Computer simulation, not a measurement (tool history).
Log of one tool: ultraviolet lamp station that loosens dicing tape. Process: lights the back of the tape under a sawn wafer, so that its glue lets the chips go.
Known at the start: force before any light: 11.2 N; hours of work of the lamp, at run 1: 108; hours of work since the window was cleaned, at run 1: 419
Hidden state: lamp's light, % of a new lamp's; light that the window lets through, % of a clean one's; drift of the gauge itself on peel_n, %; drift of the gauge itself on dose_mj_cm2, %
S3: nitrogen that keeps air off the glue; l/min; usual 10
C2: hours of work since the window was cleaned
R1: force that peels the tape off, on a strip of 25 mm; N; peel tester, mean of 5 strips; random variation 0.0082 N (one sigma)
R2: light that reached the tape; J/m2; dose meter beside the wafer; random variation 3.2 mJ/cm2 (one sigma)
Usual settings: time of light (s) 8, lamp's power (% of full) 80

run 1 hour=0 | time_of_light_(s)=8 lamp's_power_(%_of_full)=80 S3=10 | hours_of_work_of_the_lamp=108 C2=419 | R1=0.354 R2=4510
run 2 hour=9.5 | time_of_light_(s)=8 lamp's_power_(%_of_full)=80 S3=10 | hours_of_work_of_the_lamp=112 C2=424 | R1=0.376 R2=4530
run 3 hour=18 | time_of_light_(s)=5 lamp's_power_(%_of_full)=80 S3=10 | hours_of_work_of_the_lamp=116 C2=428 | R1=0.839 R2=2870
run 4 hour=32.3 | time_of_light_(s)=5 lamp's_power_(%_of_full)=80 S3=10 | hours_of_work_of_the_lamp=123 C2=435 | R1=0.884 R2=2840
run 5 hour=38.6 | time_of_light_(s)=8 lamp's_power_(%_of_full)=62 S3=10 | hours_of_work_of_the_lamp=126 C2=438 | R1=0.588 R2=3550
run 6 hour=48 | time_of_light_(s)=8 lamp's_power_(%_of_full)=75 S3=10 | hours_of_work_of_the_lamp=130 C2=442 | R1=0.393 R2=4250
run 7 hour=60.3 | time_of_light_(s)=8 lamp's_power_(%_of_full)=75 S3=10 | hours_of_work_of_the_lamp=136 C2=448 | R1=0.409 R2=4190
run 8 hour=69.4 | time_of_light_(s)=8 lamp's_power_(%_of_full)=75 S3=10 | hours_of_work_of_the_lamp=140 C2=452 | R1=0.394 R2=4250
run 9 hour=77.8 | time_of_light_(s)=6 lamp's_power_(%_of_full)=75 S3=5 | hours_of_work_of_the_lamp=144 C2=456 | R1=0.948 R2=3180
run 10 hour=86.5 | time_of_light_(s)=5 lamp's_power_(%_of_full)=70 S3=11 | hours_of_work_of_the_lamp=148 C2=460 | R1=1.134 R2=2460
-- hour=94.3 window cleaned of glue's vapour
run 11 hour=94.7 | time_of_light_(s)=15 lamp's_power_(%_of_full)=70 S3=19 | hours_of_work_of_the_lamp=152 C2=0 | R1=0.262 R2=7020
run 12 hour=102.8 | time_of_light_(s)=9 lamp's_power_(%_of_full)=67 S3=8 | hours_of_work_of_the_lamp=156 C2=4 | R1=0.465 R2=4060
run 13 hour=114.5 | time_of_light_(s)=8 lamp's_power_(%_of_full)=80 S3=16 | hours_of_work_of_the_lamp=161 C2=9 | R1=0.355 R2=4250
run 14 hour=121.6 | time_of_light_(s)=8 lamp's_power_(%_of_full)=80 S3=16 | hours_of_work_of_the_lamp=165 C2=13 | R1=0.356 R2=4300

Run 15 comes next. What will it give?
run 15 hour=131.9 | time_of_light_(s)=6 lamp's_power_(%_of_full)=96 S3=10 | hours_of_work_of_the_lamp=170 C2=18 | R1=? R2=?

R1: 0.455 N
R2: 3840 J/m2
Without the tool's hidden state the same run would have given R1 0.356 N, R2 4430 J/m2.
